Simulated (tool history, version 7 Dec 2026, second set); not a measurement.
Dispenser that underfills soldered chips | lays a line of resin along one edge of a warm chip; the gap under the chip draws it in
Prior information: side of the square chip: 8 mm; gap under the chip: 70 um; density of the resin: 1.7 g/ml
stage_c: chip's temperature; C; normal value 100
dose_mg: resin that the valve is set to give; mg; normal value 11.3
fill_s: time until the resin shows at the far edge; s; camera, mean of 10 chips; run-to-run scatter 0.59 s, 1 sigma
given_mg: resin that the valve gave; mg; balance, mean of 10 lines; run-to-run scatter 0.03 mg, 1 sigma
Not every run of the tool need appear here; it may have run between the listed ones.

run   hour  stage_c  dose_mg  fill_s  given_mg
  1      0      100     11.3    67.3      11.3
  2    3.2      100     10.9    76.3     10.88
       6.7  -- new syringe of resin
  3    7.2      100     13.2      52     13.11
  4   14.1      100     13.2    62.7     13.06
  5   18.9      100     13.2      72     13.03
      22.7  -- new syringe of resin
  6   24.3      100     11.3    57.1     11.08
  7   28.5       98     11.3    69.4      11.1
  8     32       94     11.3    91.9     11.09
      38.5  -- new syringe of resin
  9   38.5       94     11.3    71.4     11.01
 10   44.9       94     11.3    82.9        11
 11     52      100     12.1    76.3     11.72
      54.6  -- new syringe of resin
 12   55.6      100     12.1    54.5     11.69
      60.9  -- dispensing valve cleaned and set on the balance
 13     62      100     12.1    62.7     12.11
 14   68.3      105     12.1    59.1     12.07
      71.8  -- new syringe of resin
 15   74.4       98     11.3    63.2     11.23
 16   81.2       98     11.3    76.6     11.19
 17   86.1       98     11.3    87.4     11.06
      87.6  -- new syringe of resin
 18   92.2      100     11.3    60.5     11.13
 19   98.7      107     12.3    52.7     12.04
     103.6  -- new syringe of resin
 20  106.1      107     12.3    41.4     11.96
 21  113.6       85     12.2   139.5     11.85
     119.7  -- new syringe of resin
 22  119.9      106     12.2    41.3     11.81
 23  126.6      106     12.2    49.6     11.74
     131.3  -- dispensing valve cleaned and set on the balance
 24  131.3       97     12.2    80.6      12.2
 25    136       95     12.8    98.4     12.77
     136.9  -- new syringe of resin
 26  140.6      114     12.4    32.9     12.26
 27  146.3      114     12.4    36.9     12.27
     153.1  -- new syringe of resin
 28  153.8      109     10.7    38.4     10.55
 29  157.4       87     10.4   113.5     10.22
 30    161      109     10.5    47.1     10.26
 31  164.5      109     10.5    50.9     10.25
     169.1  -- new syringe of resin
 32  169.7      104       14    45.1     13.65
 33  175.9      104       14    52.5     13.69
 34  180.5      100     10.3    74.1     10.04
     185.3  -- new syringe of resin
 35  186.3       98     11.4    59.6     11.07

Had the tool no unlogged condition, and each run kept its random variation, what would the results have been?
Unlogged tool condition in this case: resin's viscosity, % of fresh resin's; dose that the valve gives, % of what is set; true chip temperature over the reading, C; drift of the gauge itself on fill_s, %; drift of the gauge itself on given_mg, %.
run  fill_s  given_mg
  1    49.9     11.33
  2    51.9     10.93
  3    49.6     13.19
  4    49.9      13.2
  5    50.6     13.21
  6    51.8     11.28
  7    56.3     11.32
  8    67.9     11.33
  9    67.7     11.29
 10    66.3     11.34
 11    50.5     12.13
 12    50.2     12.12
 13    50.4     12.12
 14    40.2     12.13
 15    55.8     11.32
 16    56.5     11.33
 17    56.5     11.24
 18    50.3     11.34
 19    37.1     12.31
 20    36.5     12.29
 21   100.2     12.22
 22    38.6     12.23
 23    38.8     12.21
 24    57.3      12.2
 25    61.8     12.81
 26    28.2     12.33
 27    27.2     12.39
 28    35.1     10.69
 29    93.6     10.39
 30    35.6     10.45
 31    35.1     10.46
 32    41.6     13.97
 33    40.9     14.07
 34    50.7     10.35
 35    54.2     11.44
